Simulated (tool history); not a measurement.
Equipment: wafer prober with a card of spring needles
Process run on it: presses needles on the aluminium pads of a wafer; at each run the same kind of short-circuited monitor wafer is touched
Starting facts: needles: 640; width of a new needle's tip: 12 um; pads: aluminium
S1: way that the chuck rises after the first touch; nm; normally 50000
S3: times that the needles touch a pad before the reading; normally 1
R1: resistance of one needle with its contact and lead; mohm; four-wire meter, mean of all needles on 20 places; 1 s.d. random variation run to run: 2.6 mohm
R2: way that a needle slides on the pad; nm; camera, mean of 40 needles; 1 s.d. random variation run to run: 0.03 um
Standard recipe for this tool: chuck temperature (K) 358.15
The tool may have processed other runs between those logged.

Run 1, day 0: usual settings. Result: R1 294 mohm, R2 7360 nm.
Run 2, day 0.733: usual settings. Result: R1 293 mohm, R2 7320 nm.
Run 3, day 1.312: usual settings but chuck temperature (K) 319.15. Result: R1 283 mohm, R2 7360 nm.
Run 4, day 2.167: usual settings but chuck temperature (K) 319.15. Result: R1 281 mohm, R2 7410 nm.
Run 5, day 2.65: usual settings. Result: R1 294 mohm, R2 7420 nm.
Run 6, day 3.562: usual settings. Result: R1 288 mohm, R2 7400 nm.
Run 7, day 4.338: usual settings but S1 45000 nm. Result: R1 303 mohm, R2 6670 nm.
Run 8, day 5.042: usual settings. Result: R1 294 mohm, R2 7450 nm.
Run 9, day 5.542: usual settings. Result: R1 296 mohm, R2 7480 nm.
Run 10, day 6.017: usual settings. Result: R1 298 mohm, R2 7440 nm.
Run 11, day 6.471: usual settings. Result: R1 296 mohm, R2 7510 nm.
Run 12, day 7.029: usual settings. Result: R1 297 mohm, R2 7450 nm.
Run 13, day 7.875: usual settings but chuck temperature (K) 305.15. Result: R1 281 mohm, R2 7490 nm.
Run 14, day 8.379: usual settings but chuck temperature (K) 305.15. Result: R1 275 mohm, R2 7550 nm.
Run 15, day 9: usual settings but chuck temperature (K) 305.15. Result: R1 277 mohm, R2 7540 nm.
Run 16, day 9.583: usual settings but chuck temperature (K) 305.15. Result: R1 282 mohm, R2 7360 nm.
Run 17, day 10.138: usual settings. Result: R1 296 mohm, R2 7360 nm.
Run 18, day 10.888: usual settings. Result: R1 295 mohm, R2 7390 nm.
Run 19, day 11.638: usual settings but S1 49000 nm, S3 2. Result: R1 295 mohm, R2 7240 nm.
Run 20, day 12.029: usual settings but S1 55000 nm, chuck temperature (K) 382.15, S3 2. Result: R1 304 mohm, R2 8120 nm.
Run 21, day 12.925: usual settings but chuck temperature (K) 322.15. Result: R1 283 mohm, R2 7370 nm.
Run 22, day 13.608: usual settings but chuck temperature (K) 322.15. Result: R1 284 mohm, R2 7440 nm.
Run 23, day 14.079: usual settings but chuck temperature (K) 322.15. Result: R1 291 mohm, R2 7450 nm.
Run 24, day 14.883: usual settings but S1 37000 nm, chuck temperature (K) 366.15, S3 2. Result: R1 307 mohm, R2 5510 nm.
Run 25, day 15.804: usual settings but S1 37000 nm, chuck temperature (K) 366.15, S3 2. Result: R1 308 mohm, R2 5520 nm.
Run 26, day 16.212: usual settings but chuck temperature (K) 302.15. Result: R1 279 mohm, R2 7470 nm.
Run 27, day 16.892: usual settings but S1 64000 nm, chuck temperature (K) 374.15, S3 2. Result: R1 299 mohm, R2 9610 nm.
Run 28, day 17.75: usual settings but S1 33000 nm, chuck temperature (K) 353.15, S3 3. Result: R1 311 mohm, R2 4950 nm.
Run 29, day 18.212: usual settings but S1 60000 nm, chuck temperature (K) 397.15. Result: R1 307 mohm, R2 9040 nm.
Run 30, day 19.021: usual settings but S1 58000 nm, chuck temperature (K) 372.15. Result: R1 295 mohm, R2 8750 nm.
Run 31, day 19.846: usual settings but S1 39000 nm, chuck temperature (K) 326.15. Result: R1 297 mohm, R2 5880 nm.
Run 32, day 20.508: usual settings but S1 39000 nm, chuck temperature (K) 326.15. Result: R1 288 mohm, R2 5920 nm.

Not shown here: 34 entries made in the log between runs. Locate each between two listed runs and compare the hidden state at the listed run before it with the hidden state at the listed run after it:
In the gap between runs 1 and 2: tips cleaned on abrasive film (day 0.133)
  drift of the gauge itself on scrub_um, %: 0 -> 0.22
  measured result minus the result with no hidden state, R2: +0 -> +20 nm
In the gap between runs 2 and 3: tips cleaned on abrasive film (day 0.808)
  drift of the gauge itself on scrub_um, %: 0.22 -> 0.39
  measured result minus the result with no hidden state, R2: +20 -> +30 nm
In the gap between runs 3 and 4: tips cleaned on abrasive film (day 1.438); tips cleaned on abrasive film (day 2.075)
  debris on the tips, nm: 0.1 -> 0; drift of the gauge itself on scrub_um, %: 0.39 -> 0.65
  measured result minus the result with no hidden state, R2: +30 -> +50 nm
In the gap between runs 5 and 6: tips cleaned on abrasive film (day 2.733); tips cleaned on abrasive film (day 3.383)
  drift of the gauge itself on scrub_um, %: 0.79 -> 1.07
  measured result minus the result with no hidden state, R2: +60 -> +80 nm
In the gap between runs 6 and 7: tips cleaned on abrasive film (day 4.021)
  drift of the gauge itself on scrub_um, %: 1.07 -> 1.3
  measured result minus the result with no hidden state, R2: +80 -> +90 nm
In the gap between runs 7 and 8: tips cleaned on abrasive film (day 4.658)
  drift of the gauge itself on scrub_um, %: 1.3 -> 1.51
  measured result minus the result with no hidden state, R2: +90 -> +110 nm
In the gap between runs 8 and 9: tips cleaned on abrasive film (day 5.292)
  drift of the gauge itself on scrub_um, %: 1.51 -> 1.66
  measured result minus the result with no hidden state, R2: +110 -> +120 nm
In the gap between runs 9 and 10: tips cleaned on abrasive film (day 5.921)
  debris on the tips, nm: 0.1 -> 0; drift of the gauge itself on scrub_um, %: 1.66 -> 1.8
  measured result minus the result with no hidden state, R2: +120 -> +130 nm
In the gap between runs 11 and 12: tips cleaned on abrasive film (day 6.558)
  drift of the gauge itself on scrub_um, %: 1.94 -> 2.11
  measured result minus the result with no hidden state, R2: +150 -> +160 nm
In the gap between runs 12 and 13: tips cleaned on abrasive film (day 7.25); tips cleaned on abrasive film (day 7.875)
  debris on the tips, nm: 0.1 -> 0; drift of the gauge itself on scrub_um, %: 2.11 -> 2.36
  measured result minus the result with no hidden state, R2: +160 -> +170 nm
In the gap between runs 14 and 15: tips cleaned on abrasive film (day 8.567)
  drift of the gauge itself on scrub_um, %: 2.51 -> 2.7
  measured result minus the result with no hidden state, R2: +180 -> +200 nm
In the gap between runs 15 and 16: gauge calibrated (day 9.121); tips cleaned on abrasive film (day 9.254)
  drift of the gauge itself on scrub_um, %: 2.7 -> 0.14
  measured result minus the result with no hidden state, R2: +200 -> +10 nm
In the gap between runs 16 and 17: tips cleaned on abrasive film (day 9.896)
  drift of the gauge itself on scrub_um, %: 0.14 -> 0.3
  measured result minus the result with no hidden state, R2: +10 -> +30 nm
In the gap between runs 17 and 18: tips cleaned on abrasive film (day 10.533)
  drift of the gauge itself on scrub_um, %: 0.3 -> 0.53
  measured result minus the result with no hidden state, R2: +30 -> +40 nm
In the gap between runs 18 and 19: tips cleaned on abrasive film (day 11.196)
  drift of the gauge itself on scrub_um, %: 0.53 -> 0.75
  measured result minus the result with no hidden state, R2: +40 -> +50 nm
In the gap between runs 19 and 20: tips cleaned on abrasive film (day 11.858)
  debris on the tips, nm: 0.1 -> 0; drift of the gauge itself on scrub_um, %: 0.75 -> 0.87
  measured result minus the result with no hidden state, R2: +50 -> +70 nm
In the gap between runs 20 and 21: tips cleaned on abrasive film (day 12.525)
  debris on the tips, nm: 0 -> 0.1; drift of the gauge itself on scrub_um, %: 0.87 -> 1.14
  measured result minus the result with no hidden state, R2: +70 -> +80 nm
In the gap between runs 21 and 22: tips cleaned on abrasive film (day 13.154)
  drift of the gauge itself on scrub_um, %: 1.14 -> 1.35
  measured result minus the result with no hidden state, R2: +80 -> +100 nm
In the gap between runs 22 and 23: tips cleaned on abrasive film (day 13.812)
  drift of the gauge itself on scrub_um, %: 1.35 -> 1.49
  measured result minus the result with no hidden state, R2: +100 -> +110 nm
In the gap between runs 23 and 24: tips cleaned on abrasive film (day 14.45)
  drift of the gauge itself on scrub_um, %: 1.49 -> 1.73
  measured result minus the result with no hidden state, R2: +110 -> +100 nm
In the gap between runs 24 and 25: tips cleaned on abrasive film (day 15.1); tips cleaned on abrasive film (day 15.725)
  debris on the tips, nm: 0.1 -> 0; drift of the gauge itself on scrub_um, %: 1.73 -> 2
  measured result minus the result with no hidden state, R2: +100 -> +110 nm
In the gap between runs 26 and 27: tips cleaned on abrasive film (day 16.362)
  drift of the gauge itself on scrub_um, %: 2.13 -> 2.33
  measured result minus the result with no hidden state, R2: +150 -> +210 nm
In the gap between runs 27 and 28: tips cleaned on abrasive film (day 16.983); tips cleaned on abrasive film (day 17.658)
  debris on the tips, nm: 0.1 -> 0; drift of the gauge itself on scrub_um, %: 2.33 -> 2.59
  measured result minus the result with no hidden state, R2: +210 -> +130 nm
In the gap between runs 29 and 30: tips cleaned on abrasive film (day 18.346); tips cleaned on abrasive film (day 19.021)
  debris on the tips, nm: 0.1 -> 0; drift of the gauge itself on scrub_um, %: 2.73 -> 2.97
  measured result minus the result with no hidden state, R2: +240 -> +250 nm
In the gap between runs 30 and 31: height of the first contact set anew (day 19.175); tips cleaned on abrasive film (day 19.679)
  drift of the gauge itself on scrub_um, %: 2.97 -> 3.21
  measured result minus the result with no hidden state, R2: +250 -> +180 nm
In the gap between runs 31 and 32: tips cleaned on abrasive film (day 20.333)
  debris on the tips, nm: 0 -> 0.1; drift of the gauge itself on scrub_um, %: 3.21 -> 3.41
  measured result minus the result with no hidden state, R2: +180 -> +200 nm
